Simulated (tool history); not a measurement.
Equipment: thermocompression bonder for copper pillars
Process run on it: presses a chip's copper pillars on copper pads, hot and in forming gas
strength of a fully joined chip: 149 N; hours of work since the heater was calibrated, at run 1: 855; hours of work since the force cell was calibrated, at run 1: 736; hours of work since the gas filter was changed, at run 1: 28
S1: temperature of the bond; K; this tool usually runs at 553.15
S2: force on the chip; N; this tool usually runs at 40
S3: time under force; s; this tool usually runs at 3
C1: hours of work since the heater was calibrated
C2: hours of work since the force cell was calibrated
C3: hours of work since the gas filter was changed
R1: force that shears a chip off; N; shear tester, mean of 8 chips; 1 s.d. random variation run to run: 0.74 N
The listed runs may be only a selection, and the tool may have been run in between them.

run	hour	S1	S2	S3	C1	C2	C3	R1
1	0.0	553.15	40	3	855	736	28	74.5
2	30.1	553.15	40	3	873	754	46	73.9
3	46.1	553.15	40	3	882	764	56	75.2
4	63.8	553.15	40	3	893	774	67	73.6
5	84.5	553.15	40	3	905	787	79	73.2
6	104.4	553.15	40	3	917	799	91	72.0
7	128.9	553.15	48	6	932	813	106	103.7

Estimate the outcome of run 8 from the log above:
# hour 134.5: heater calibrated with a thermocouple chip
8	165.7	553.15	48	6	19	834	127	?

Run 8 measured R1 98.0 N.
On a tool with no hidden condition, and with the same random variation, this run would have come out at R1 115.6 N.
